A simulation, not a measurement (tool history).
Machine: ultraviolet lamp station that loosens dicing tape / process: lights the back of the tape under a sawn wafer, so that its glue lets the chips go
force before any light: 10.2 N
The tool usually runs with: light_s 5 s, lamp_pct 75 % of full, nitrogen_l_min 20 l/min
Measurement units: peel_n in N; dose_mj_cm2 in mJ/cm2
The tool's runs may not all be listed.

run   hour  light_s  lamp_pct  nitrogen_l_min  peel_n  dose_mj_cm2
  1    0.0        5        75              20   1.203          176
  2   10.9        5        75              20   1.197          179
  3   16.4        5        75              30   0.889          176
  4   25.3        9        75              20   0.336          311
  5   36.5        9        75              20   0.332          313
  6   47.2        5        75              20   1.234          171
  7   54.7        5        75              20   1.272          173
      58.6  -- window cleaned of glue's vapour
  8   61.6        5        68              31   1.023          167
  9   73.1        5        84              31   0.657          203
 10   83.3        5        84              31   0.660          202
 11   88.4        5        84              31   0.642          200
 12   96.9        3        84              25   2.025          123
 13  107.9        4        61              14   2.754          114

Each row is a separate what-if for the run after 13, all from the same tool condition, not one after another. Results?
  A  117.7        8        75              20       ?            ?
  B  117.7        7        75              33       ?            ?
  C  117.7        5        88              23       ?            ?

run  peel_n  dose_mj_cm2
  A   0.420          281
  B   0.382          243
  C   0.767          207
With no hidden state in the tool, these same runs would have given:
run  peel_n  dose_mj_cm2
  A   0.311          324
  B   0.284          281
  C   0.560          239

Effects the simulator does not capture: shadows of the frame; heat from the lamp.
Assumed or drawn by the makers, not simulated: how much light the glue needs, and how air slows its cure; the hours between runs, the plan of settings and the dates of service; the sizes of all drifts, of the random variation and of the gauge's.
